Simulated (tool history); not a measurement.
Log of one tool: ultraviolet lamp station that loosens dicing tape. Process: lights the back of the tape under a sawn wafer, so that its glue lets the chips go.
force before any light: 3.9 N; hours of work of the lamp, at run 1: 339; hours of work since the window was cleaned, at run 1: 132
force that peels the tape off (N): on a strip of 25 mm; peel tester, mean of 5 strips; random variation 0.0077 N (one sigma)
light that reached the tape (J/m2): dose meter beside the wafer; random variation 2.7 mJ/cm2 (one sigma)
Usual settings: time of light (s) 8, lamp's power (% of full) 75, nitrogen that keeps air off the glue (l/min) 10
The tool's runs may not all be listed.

run	day	time of light (s)	lamp's power (% of full)	nitrogen that keeps air off the glue (l/min)	hours of work of the lamp	hours of work since the window was cleaned	force that peels the tape off (N)	light that reached the tape (J/m2)
1	0.000	8	75	10	339	132	0.373	3120
2	1.846	8	75	10	366	159	0.380	3140
3	3.392	8	75	10	389	181	0.393	3120
4	4.788	11	75	10	409	202	0.249	4170
5	6.517	8	96	10	434	227	0.279	3850
6	8.462	8	96	11	463	255	0.271	3760
7	10.417	8	96	11	491	284	0.274	3720
8	12.146	8	73	11	516	309	0.428	2700
9	13.883	8	73	11	542	335	0.450	2700
# day 14.683: window cleaned of glue's vapour
10	14.871	8	73	11	556	3	0.375	2990
11	17.017	8	73	11	587	34	0.384	3020
12	18.458	4	75	10	608	55	1.107	1490
13	20.467	4	75	5	638	84	1.480	1490
14	22.279	8	75	10	664	111	0.431	2890
15	24.433	8	75	10	695	142	0.445	2850
16	26.004	8	75	10	718	165	0.462	2780
17	27.850	8	75	10	745	192	0.465	2770
18	29.229	8	75	10	766	212	0.466	2670
19	31.104	8	75	10	793	240	0.485	2680
20	32.912	8	75	10	819	266	0.510	2620
21	34.512	8	75	8	843	290	0.603	2570
22	35.912	8	75	8	863	310	0.605	2540
23	37.188	8	75	8	882	329	0.607	2490
# day 38.300: window cleaned of glue's vapour
24	39.279	4	63	10	912	14	1.449	1170
25	40.725	9	84	3	933	35	0.674	3440
26	42.475	8	75	4	959	61	0.830	2670
27	43.667	13	75	5	976	78	0.365	4290
28	45.912	13	75	5	1009	111	0.352	4160
29	48.129	13	75	5	1041	144	0.367	4090
30	49.638	9	73	5	1063	166	0.697	2690
31	51.979	7	82	10	1098	200	0.607	2300
32	53.208	7	82	7	1115	218	0.729	2270
33	55.075	7	82	7	1143	245	0.781	2220
34	56.496	6	75	6	1163	266	1.201	1750
35	57.488	6	75	6	1178	280	1.243	1720
36	58.633	4	84	3	1195	297	2.034	1290
37	60.050	8	60	3	1215	318	1.467	1770
38	61.562	14	86	13	1237	340	0.228	4400
# day 61.996: window cleaned of glue's vapour
39	62.808	16	77	5	1255	12	0.271	5020
40	64.946	5	86	12	1287	43	0.910	1690
41	66.775	6	75	10	1313	70	0.904	1730
42	68.167	6	75	5	1334	90	1.269	1750
43	69.371	6	75	4	1351	108	1.400	1720
44	71.062	6	80	13	1376	132	0.784	1800

Forecast each of these 3 alternatives for the next run:
A	72.038	6	75	8	1390	147	?	?
B	72.038	6	98	3	1390	147	?	?
C	72.038	8	72	6	1390	147	?	?

run	force that peels the tape off (N)	light that reached the tape (J/m2)
A	1.110	1620
B	1.246	2120
C	0.910	2100
Without the tool's hidden state the same runs would have given:
run	force that peels the tape off (N)	light that reached the tape (J/m2)
A	0.530	2770
B	0.618	3600
C	0.415	3550

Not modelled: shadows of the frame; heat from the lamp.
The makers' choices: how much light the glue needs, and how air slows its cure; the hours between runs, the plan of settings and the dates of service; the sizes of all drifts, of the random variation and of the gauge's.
